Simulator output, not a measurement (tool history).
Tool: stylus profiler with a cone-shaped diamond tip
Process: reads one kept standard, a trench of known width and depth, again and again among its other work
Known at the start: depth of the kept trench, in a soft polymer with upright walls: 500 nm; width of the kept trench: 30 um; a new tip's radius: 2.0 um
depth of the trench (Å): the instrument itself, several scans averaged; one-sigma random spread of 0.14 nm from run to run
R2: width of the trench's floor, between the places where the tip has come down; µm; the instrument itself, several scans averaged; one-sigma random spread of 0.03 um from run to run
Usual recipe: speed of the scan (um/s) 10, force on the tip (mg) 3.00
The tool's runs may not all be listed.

{"run": 1, "day": 0.0, "speed of the scan (um/s)": 10, "force on the tip (mg)": 3.0, "depth of the trench (Å)": 5044.5, "R2": 27.28}
{"run": 2, "day": 0.304, "speed of the scan (um/s)": 10, "force on the tip (mg)": 3.0, "depth of the trench (Å)": 5044.2, "R2": 27.3}
{"run": 3, "day": 0.988, "speed of the scan (um/s)": 10, "force on the tip (mg)": 3.0, "depth of the trench (Å)": 5043.2, "R2": 27.33}
{"run": 4, "day": 1.483, "speed of the scan (um/s)": 10, "force on the tip (mg)": 1.39, "depth of the trench (Å)": 5022.8, "R2": 27.34}
{"run": 5, "day": 1.792, "speed of the scan (um/s)": 10, "force on the tip (mg)": 3.0, "depth of the trench (Å)": 5044.8, "R2": 27.31}
{"run": 6, "day": 2.271, "speed of the scan (um/s)": 10, "force on the tip (mg)": 3.0, "depth of the trench (Å)": 5044.5, "R2": 27.29}
{"run": 7, "day": 2.933, "speed of the scan (um/s)": 10, "force on the tip (mg)": 3.0, "depth of the trench (Å)": 5041.8, "R2": 27.32}
{"run": 8, "day": 3.288, "speed of the scan (um/s)": 10, "force on the tip (mg)": 3.0, "depth of the trench (Å)": 5043.5, "R2": 27.32}
{"run": 9, "day": 3.754, "speed of the scan (um/s)": 10, "force on the tip (mg)": 3.0, "depth of the trench (Å)": 5045.0, "R2": 27.33}
{"run": 10, "day": 4.175, "speed of the scan (um/s)": 10, "force on the tip (mg)": 1.66, "depth of the trench (Å)": 5026.9, "R2": 27.23}
{"run": 11, "day": 4.708, "speed of the scan (um/s)": 7, "force on the tip (mg)": 1.66, "depth of the trench (Å)": 5031.7, "R2": 27.28}
{"run": 12, "day": 5.004, "speed of the scan (um/s)": 7, "force on the tip (mg)": 7.96, "depth of the trench (Å)": 5085.0, "R2": 27.36}
{"run": 13, "day": 5.558, "speed of the scan (um/s)": 10, "force on the tip (mg)": 3.0, "depth of the trench (Å)": 5043.3, "R2": 27.3}
{"run": 14, "day": 5.925, "speed of the scan (um/s)": 10, "force on the tip (mg)": 8.21, "depth of the trench (Å)": 5085.0, "R2": 27.35}
{"run": 15, "day": 6.471, "speed of the scan (um/s)": 9, "force on the tip (mg)": 1.82, "depth of the trench (Å)": 5032.6, "R2": 27.3}
{"run": 16, "day": 6.921, "speed of the scan (um/s)": 9, "force on the tip (mg)": 3.49, "depth of the trench (Å)": 5048.1, "R2": 27.33}
{"run": 17, "day": 7.217, "speed of the scan (um/s)": 9, "force on the tip (mg)": 3.49, "depth of the trench (Å)": 5047.6, "R2": 27.32}
{"run": 18, "day": 7.75, "speed of the scan (um/s)": 4, "force on the tip (mg)": 1.38, "depth of the trench (Å)": 5025.2, "R2": 27.31}
{"run": 19, "day": 8.208, "speed of the scan (um/s)": 4, "force on the tip (mg)": 1.38, "depth of the trench (Å)": 5026.0, "R2": 27.3}
{"run": 20, "day": 8.767, "speed of the scan (um/s)": 20, "force on the tip (mg)": 3.34, "depth of the trench (Å)": 5050.5, "R2": 27.26}
{"run": 21, "day": 9.412, "speed of the scan (um/s)": 20, "force on the tip (mg)": 3.34, "depth of the trench (Å)": 5047.0, "R2": 27.27}
{"run": 22, "day": 9.796, "speed of the scan (um/s)": 39, "force on the tip (mg)": 8.27, "depth of the trench (Å)": 5086.0, "R2": 27.25}
{"run": 23, "day": 10.325, "speed of the scan (um/s)": 9, "force on the tip (mg)": 2.21, "depth of the trench (Å)": 5032.8, "R2": 27.3}
{"run": 24, "day": 10.7, "speed of the scan (um/s)": 9, "force on the tip (mg)": 2.21, "depth of the trench (Å)": 5034.2, "R2": 27.29}
{"run": 25, "day": 11.162, "speed of the scan (um/s)": 9, "force on the tip (mg)": 2.21, "depth of the trench (Å)": 5034.0, "R2": 27.3}
{"run": 26, "day": 11.538, "speed of the scan (um/s)": 5, "force on the tip (mg)": 7.48, "depth of the trench (Å)": 5081.8, "R2": 27.34}
{"run": 27, "day": 12.025, "speed of the scan (um/s)": 10, "force on the tip (mg)": 3.0, "depth of the trench (Å)": 5045.3, "R2": 27.27}
{"run": 28, "day": 12.412, "speed of the scan (um/s)": 10, "force on the tip (mg)": 3.0, "depth of the trench (Å)": 5042.5, "R2": 27.34}

Each row is a separate what-if for the run after 28, all from the same tool condition, not one after another. Results?
{"run": "A", "day": 12.788, "speed of the scan (um/s)": 10, "force on the tip (mg)": 3.55, "depth of the trench (Å)": "?", "R2": "?"}
{"run": "B", "day": 12.788, "speed of the scan (um/s)": 3, "force on the tip (mg)": 5.47, "depth of the trench (Å)": "?", "R2": "?"}
{"run": "C", "day": 12.788, "speed of the scan (um/s)": 10, "force on the tip (mg)": 1.51, "depth of the trench (Å)": "?", "R2": "?"}
{"run": "D", "day": 12.788, "speed of the scan (um/s)": 5, "force on the tip (mg)": 1.37, "depth of the trench (Å)": "?", "R2": "?"}
{"run": "E", "day": 12.788, "speed of the scan (um/s)": 3, "force on the tip (mg)": 7.1, "depth of the trench (Å)": "?", "R2": "?"}

run=A depth_of_the_trench_(Å)=5049.9 R2=27.33
run=B depth_of_the_trench_(Å)=5063.6 R2=27.37
run=C depth_of_the_trench_(Å)=5027.7 R2=27.34
run=D depth_of_the_trench_(Å)=5027.8 R2=27.33
run=E depth_of_the_trench_(Å)=5076.0 R2=27.33
Take away the tool's hidden state, keep each run's random variation, and the runs would have read:
run=A depth_of_the_trench_(Å)=5049.9 R2=27.33
run=B depth_of_the_trench_(Å)=5063.6 R2=27.37
run=C depth_of_the_trench_(Å)=5027.7 R2=27.35
run=D depth_of_the_trench_(Å)=5027.8 R2=27.33
run=E depth_of_the_trench_(Å)=5076.0 R2=27.33

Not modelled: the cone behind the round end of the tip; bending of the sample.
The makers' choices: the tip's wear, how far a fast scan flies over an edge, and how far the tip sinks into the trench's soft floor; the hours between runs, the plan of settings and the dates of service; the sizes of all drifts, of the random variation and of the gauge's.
